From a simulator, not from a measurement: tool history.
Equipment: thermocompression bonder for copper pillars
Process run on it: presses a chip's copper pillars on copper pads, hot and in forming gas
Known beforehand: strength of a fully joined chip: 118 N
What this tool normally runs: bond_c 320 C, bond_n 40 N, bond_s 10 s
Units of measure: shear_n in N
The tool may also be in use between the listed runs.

run 1 day=0.000 | bond_c=320 bond_n=40 bond_s=10 | shear_n=72.5
run 2 day=2.625 | bond_c=320 bond_n=40 bond_s=10 | shear_n=68.8
run 3 day=4.792 | bond_c=329 bond_n=40 bond_s=10 | shear_n=75.7
run 4 day=5.925 | bond_c=329 bond_n=40 bond_s=10 | shear_n=74.0
run 5 day=7.762 | bond_c=292 bond_n=40 bond_s=10 | shear_n=52.8
run 6 day=8.900 | bond_c=292 bond_n=40 bond_s=7 | shear_n=47.1
run 7 day=10.162 | bond_c=292 bond_n=40 bond_s=7 | shear_n=45.6
run 8 day=12.512 | bond_c=320 bond_n=40 bond_s=10 | shear_n=65.7
-- day=14.608 forming gas filter changed
run 9 day=15.017 | bond_c=320 bond_n=40 bond_s=9 | shear_n=72.1
run 10 day=17.633 | bond_c=347 bond_n=40 bond_s=9 | shear_n=86.5
run 11 day=19.700 | bond_c=347 bond_n=40 bond_s=9 | shear_n=84.8
run 12 day=21.642 | bond_c=318 bond_n=40 bond_s=10 | shear_n=70.7
run 13 day=24.271 | bond_c=320 bond_n=40 bond_s=10 | shear_n=69.5
run 14 day=25.892 | bond_c=320 bond_n=40 bond_s=10 | shear_n=69.5
run 15 day=28.104 | bond_c=320 bond_n=40 bond_s=10 | shear_n=67.6
-- day=29.617 force cell calibrated
run 16 day=30.775 | bond_c=320 bond_n=40 bond_s=6 | shear_n=59.6
run 17 day=32.875 | bond_c=320 bond_n=40 bond_s=6 | shear_n=57.2
-- day=34.629 forming gas filter changed
run 18 day=35.342 | bond_c=320 bond_n=44 bond_s=10 | shear_n=81.3
run 19 day=36.612 | bond_c=320 bond_n=40 bond_s=10 | shear_n=75.7
run 20 day=37.775 | bond_c=320 bond_n=40 bond_s=10 | shear_n=76.2
run 21 day=38.921 | bond_c=320 bond_n=40 bond_s=10 | shear_n=72.5
-- day=39.225 force cell calibrated, once more
run 22 day=40.721 | bond_c=318 bond_n=52 bond_s=10 | shear_n=80.8
run 23 day=43.046 | bond_c=318 bond_n=52 bond_s=10 | shear_n=79.6
run 24 day=44.379 | bond_c=318 bond_n=52 bond_s=10 | shear_n=78.2
run 25 day=46.492 | bond_c=318 bond_n=52 bond_s=10 | shear_n=78.8
run 26 day=48.458 | bond_c=318 bond_n=52 bond_s=10 | shear_n=78.0
run 27 day=51.133 | bond_c=318 bond_n=52 bond_s=10 | shear_n=76.3
run 28 day=53.525 | bond_c=308 bond_n=47 bond_s=6 | shear_n=56.4
-- day=54.504 forming gas filter changed
run 29 day=55.142 | bond_c=320 bond_n=46 bond_s=10 | shear_n=80.0
run 30 day=57.500 | bond_c=334 bond_n=49 bond_s=10 | shear_n=88.8
run 31 day=59.933 | bond_c=321 bond_n=40 bond_s=10 | shear_n=70.0
-- day=60.358 heater calibrated with a thermocouple chip
run 32 day=61.154 | bond_c=337 bond_n=26 bond_s=26 | shear_n=79.3
run 33 day=62.396 | bond_c=337 bond_n=53 bond_s=30 | shear_n=107.7
run 34 day=64.838 | bond_c=337 bond_n=53 bond_s=16 | shear_n=100.6
run 35 day=66.825 | bond_c=337 bond_n=53 bond_s=16 | shear_n=97.6

Run 36, settings as shown, results not yet in. Your forecast:
run 36 day=68.529 | bond_c=302 bond_n=53 bond_s=13 | shear_n=?

Run 36 measured shear_n 78.7 N.
Had the tool carried no hidden state, the very same run would have given shear_n 84.3 N.
